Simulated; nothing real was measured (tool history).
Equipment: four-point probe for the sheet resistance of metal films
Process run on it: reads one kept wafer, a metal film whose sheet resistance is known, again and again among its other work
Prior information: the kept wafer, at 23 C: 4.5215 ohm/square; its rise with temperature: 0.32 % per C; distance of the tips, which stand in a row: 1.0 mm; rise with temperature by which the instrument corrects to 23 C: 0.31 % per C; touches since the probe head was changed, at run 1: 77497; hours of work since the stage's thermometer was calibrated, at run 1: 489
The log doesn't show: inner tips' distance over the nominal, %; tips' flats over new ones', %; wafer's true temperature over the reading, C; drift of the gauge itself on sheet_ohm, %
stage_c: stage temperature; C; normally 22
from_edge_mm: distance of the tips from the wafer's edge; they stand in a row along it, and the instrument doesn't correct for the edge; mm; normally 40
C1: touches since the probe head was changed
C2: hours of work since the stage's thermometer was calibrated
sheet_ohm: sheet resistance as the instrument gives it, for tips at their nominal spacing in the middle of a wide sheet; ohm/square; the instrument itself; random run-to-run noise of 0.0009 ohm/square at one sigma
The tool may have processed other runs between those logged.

{"run": 1, "hour": 0.0, "stage_c": 22, "from_edge_mm": 40, "C1": 77497, "C2": 489, "sheet_ohm": 4.465977}
{"run": 2, "hour": 12.6, "stage_c": 22, "from_edge_mm": 40, "C1": 77935, "C2": 496, "sheet_ohm": 4.466852}
{"run": 3, "hour": 27.6, "stage_c": 22, "from_edge_mm": 4, "C1": 78452, "C2": 506, "sheet_ohm": 4.607915}
{"run": 4, "hour": 51.0, "stage_c": 24, "from_edge_mm": 40, "C1": 79266, "C2": 520, "sheet_ohm": 4.467614}
{"run": 5, "hour": 74.2, "stage_c": 31, "from_edge_mm": 40, "C1": 80067, "C2": 534, "sheet_ohm": 4.472838}
{"run": 6, "hour": 93.6, "stage_c": 22, "from_edge_mm": 16, "C1": 80740, "C2": 546, "sheet_ohm": 4.471964}
{"run": 7, "hour": 105.7, "stage_c": 22, "from_edge_mm": 4, "C1": 81159, "C2": 554, "sheet_ohm": 4.606835}
{"run": 8, "hour": 116.8, "stage_c": 22, "from_edge_mm": 4, "C1": 81542, "C2": 560, "sheet_ohm": 4.606086}
{"run": 9, "hour": 130.0, "stage_c": 22, "from_edge_mm": 4, "C1": 82002, "C2": 568, "sheet_ohm": 4.605991}
{"run": 10, "hour": 152.7, "stage_c": 22, "from_edge_mm": 40, "C1": 82786, "C2": 582, "sheet_ohm": 4.461716}
{"run": 11, "hour": 168.4, "stage_c": 22, "from_edge_mm": 40, "C1": 83331, "C2": 592, "sheet_ohm": 4.462464}
{"run": 12, "hour": 185.4, "stage_c": 22, "from_edge_mm": 40, "C1": 83921, "C2": 603, "sheet_ohm": 4.462322}
{"run": 13, "hour": 205.7, "stage_c": 22, "from_edge_mm": 40, "C1": 84622, "C2": 615, "sheet_ohm": 4.462093}
{"run": 14, "hour": 218.7, "stage_c": 21, "from_edge_mm": 40, "C1": 85075, "C2": 623, "sheet_ohm": 4.459701}
{"run": 15, "hour": 235.0, "stage_c": 23, "from_edge_mm": 40, "C1": 85640, "C2": 633, "sheet_ohm": 4.460898}
{"run": 16, "hour": 250.7, "stage_c": 19, "from_edge_mm": 40, "C1": 86181, "C2": 643, "sheet_ohm": 4.457266}
{"run": 17, "hour": 266.0, "stage_c": 22, "from_edge_mm": 40, "C1": 86712, "C2": 652, "sheet_ohm": 4.457788}
{"hour": 277.0, "done": "new probe head fitted"}
{"run": 18, "hour": 277.4, "stage_c": 22, "from_edge_mm": 40, "C1": 17, "C2": 658, "sheet_ohm": 4.516572}
{"run": 19, "hour": 289.4, "stage_c": 22, "from_edge_mm": 40, "C1": 431, "C2": 666, "sheet_ohm": 4.513624}
{"run": 20, "hour": 303.2, "stage_c": 22, "from_edge_mm": 40, "C1": 908, "C2": 674, "sheet_ohm": 4.512374}
{"run": 21, "hour": 315.1, "stage_c": 22, "from_edge_mm": 40, "C1": 1320, "C2": 682, "sheet_ohm": 4.511647}
{"run": 22, "hour": 332.9, "stage_c": 22, "from_edge_mm": 70, "C1": 1939, "C2": 693, "sheet_ohm": 4.509819}
{"hour": 335.0, "done": "stage's thermometer calibrated"}
{"run": 23, "hour": 350.8, "stage_c": 22, "from_edge_mm": 70, "C1": 2539, "C2": 10, "sheet_ohm": 4.512697}
{"run": 24, "hour": 372.6, "stage_c": 25, "from_edge_mm": 27, "C1": 3296, "C2": 23, "sheet_ohm": 4.516829}
{"run": 25, "hour": 389.1, "stage_c": 29, "from_edge_mm": 11, "C1": 3867, "C2": 33, "sheet_ohm": 4.53732}
{"run": 26, "hour": 410.2, "stage_c": 24, "from_edge_mm": 69, "C1": 4598, "C2": 46, "sheet_ohm": 4.510633}
{"run": 27, "hour": 426.3, "stage_c": 30, "from_edge_mm": 34, "C1": 5155, "C2": 56, "sheet_ohm": 4.517288}
{"run": 28, "hour": 440.8, "stage_c": 33, "from_edge_mm": 10, "C1": 5660, "C2": 65, "sheet_ohm": 4.540724}
{"run": 29, "hour": 457.4, "stage_c": 33, "from_edge_mm": 10, "C1": 6233, "C2": 75, "sheet_ohm": 4.542769}
{"hour": 473.8, "done": "stage's thermometer calibrated, once more"}
{"run": 30, "hour": 477.4, "stage_c": 33, "from_edge_mm": 10, "C1": 6909, "C2": 2, "sheet_ohm": 4.539569}
{"run": 31, "hour": 488.1, "stage_c": 33, "from_edge_mm": 10, "C1": 7279, "C2": 9, "sheet_ohm": 4.537566}
{"run": 32, "hour": 505.4, "stage_c": 33, "from_edge_mm": 40, "C1": 7878, "C2": 19, "sheet_ohm": 4.514602}
{"run": 33, "hour": 526.4, "stage_c": 32, "from_edge_mm": 25, "C1": 8608, "C2": 32, "sheet_ohm": 4.515386}
{"run": 34, "hour": 539.8, "stage_c": 32, "from_edge_mm": 25, "C1": 9070, "C2": 41, "sheet_ohm": 4.51722}
{"run": 35, "hour": 550.2, "stage_c": 32, "from_edge_mm": 25, "C1": 9432, "C2": 47, "sheet_ohm": 4.515591}
{"run": 36, "hour": 571.5, "stage_c": 32, "from_edge_mm": 25, "C1": 10171, "C2": 60, "sheet_ohm": 4.515285}
{"run": 37, "hour": 587.5, "stage_c": 32, "from_edge_mm": 3, "C1": 10722, "C2": 70, "sheet_ohm": 4.763559}
{"run": 38, "hour": 607.7, "stage_c": 20, "from_edge_mm": 65, "C1": 11423, "C2": 82, "sheet_ohm": 4.499934}
{"run": 39, "hour": 623.9, "stage_c": 31, "from_edge_mm": 42, "C1": 11983, "C2": 92, "sheet_ohm": 4.508622}
{"run": 40, "hour": 644.2, "stage_c": 26, "from_edge_mm": 55, "C1": 12688, "C2": 105, "sheet_ohm": 4.504182}
{"run": 41, "hour": 667.2, "stage_c": 25, "from_edge_mm": 5, "C1": 13483, "C2": 119, "sheet_ohm": 4.598267}
{"run": 42, "hour": 687.5, "stage_c": 25, "from_edge_mm": 5, "C1": 14188, "C2": 131, "sheet_ohm": 4.596118}
{"run": 43, "hour": 700.5, "stage_c": 25, "from_edge_mm": 5, "C1": 14639, "C2": 139, "sheet_ohm": 4.595408}
{"run": 44, "hour": 712.6, "stage_c": 22, "from_edge_mm": 3, "C1": 15057, "C2": 147, "sheet_ohm": 4.752386}

4 options for the next run, each taken on its own from the tool as it stands now. Forecast them:
{"run": "A", "hour": 733.3, "stage_c": 22, "from_edge_mm": 42, "C1": 15776, "C2": 159, "sheet_ohm": "?"}
{"run": "B", "hour": 733.3, "stage_c": 22, "from_edge_mm": 27, "C1": 15776, "C2": 159, "sheet_ohm": "?"}
{"run": "C", "hour": 733.3, "stage_c": 22, "from_edge_mm": 11, "C1": 15776, "C2": 159, "sheet_ohm": "?"}
{"run": "D", "hour": 733.3, "stage_c": 22, "from_edge_mm": 22, "C1": 15776, "C2": 159, "sheet_ohm": "?"}

run=A sheet_ohm=4.497679
run=B sheet_ohm=4.501608
run=C sheet_ohm=4.51804
run=D sheet_ohm=4.501714
With the hidden condition removed and each run's random variation left untouched, the same runs would have given:
run=A sheet_ohm=4.520473
run=B sheet_ohm=4.52442
run=C sheet_ohm=4.54093
run=D sheet_ohm=4.524527
